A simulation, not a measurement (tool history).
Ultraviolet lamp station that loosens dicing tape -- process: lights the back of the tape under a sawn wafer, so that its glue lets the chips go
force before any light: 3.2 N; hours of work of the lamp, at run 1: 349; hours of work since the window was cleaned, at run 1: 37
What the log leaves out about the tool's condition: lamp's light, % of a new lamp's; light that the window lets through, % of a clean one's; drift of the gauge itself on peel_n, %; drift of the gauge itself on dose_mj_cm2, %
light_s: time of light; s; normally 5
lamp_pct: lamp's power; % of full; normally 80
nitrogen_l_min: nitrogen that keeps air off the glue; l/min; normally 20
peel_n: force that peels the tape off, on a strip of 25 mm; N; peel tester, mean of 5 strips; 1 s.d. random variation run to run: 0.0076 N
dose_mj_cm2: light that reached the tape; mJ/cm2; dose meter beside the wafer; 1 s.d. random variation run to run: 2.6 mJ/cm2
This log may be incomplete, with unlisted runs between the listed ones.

run   hour  light_s  lamp_pct  nitrogen_l_min  hours of work of the lamp  hours of work since the window was cleaned  peel_n  dose_mj_cm2
  1    0.0        5        80              20                        349                                          37   0.335          320
  2   35.3        5        80              20                        376                                          65   0.331          316
  3   66.0        5        80              20                        400                                          88   0.338          317
  4   98.4        5        80              20                        425                                         113   0.336          310
  5  128.9        5        80              20                        449                                         137   0.345          307
  6  181.1        5        80              20                        489                                         177   0.350          302
  7  223.7        5        80              20                        522                                         210   0.350          301
  8  284.8        5        80              20                        569                                         258   0.384          294
  9  319.9        5        80              20                        597                                         285   0.380          291
 10  365.9        5        80              20                        632                                         321   0.389          289
 11  428.2        5        80              17                        680                                         369   0.468          288
 12  472.6        5        80              17                        715                                         403   0.455          280
 13  501.6        5        62               8                        737                                         426   1.062          216
 14  529.4        5        75              20                        759                                         447   0.475          255
 15  564.7        5        66              29                        786                                         474   0.474          226
 16  611.4        5        66              29                        822                                         511   0.478          219
 17  661.0        5        66               6                        861                                         549   1.137          218
 18  715.2        3        66               6                        902                                         591   1.678          127
 19  757.5        5       100              13                        935                                         624   0.441          319
     812.0  -- window cleaned of glue's vapour
 20  812.0        5       100              13                        977                                           0   0.378          354
 21  859.3        5        88              20                       1014                                          37   0.344          309
 22  904.6        5        88              20                       1049                                          72   0.360          303
 23  950.4        5        88              20                       1084                                         107   0.368          298
 24  980.8        3        80               7                       1108                                         131   1.386          163

Each row is a separate what-if for the run after 24, all from the same tool condition, not one after another. Results?
  A  1017.0        3        62               7                       1136                                         159       ?            ?
  B  1017.0        4        64              27                       1136                                         159       ?            ?
  C  1017.0        6        86              11                       1136                                         159       ?            ?
  D  1017.0        5        75               7                       1136                                         159       ?            ?

run  peel_n  dose_mj_cm2
  A   1.705          126
  B   0.730          172
  C   0.461          348
  D   0.916          245
Without the tool's unlogged condition, the same runs would have read:
run  peel_n  dose_mj_cm2
  A   1.420          163
  B   0.501          223
  C   0.304          449
  D   0.656          318

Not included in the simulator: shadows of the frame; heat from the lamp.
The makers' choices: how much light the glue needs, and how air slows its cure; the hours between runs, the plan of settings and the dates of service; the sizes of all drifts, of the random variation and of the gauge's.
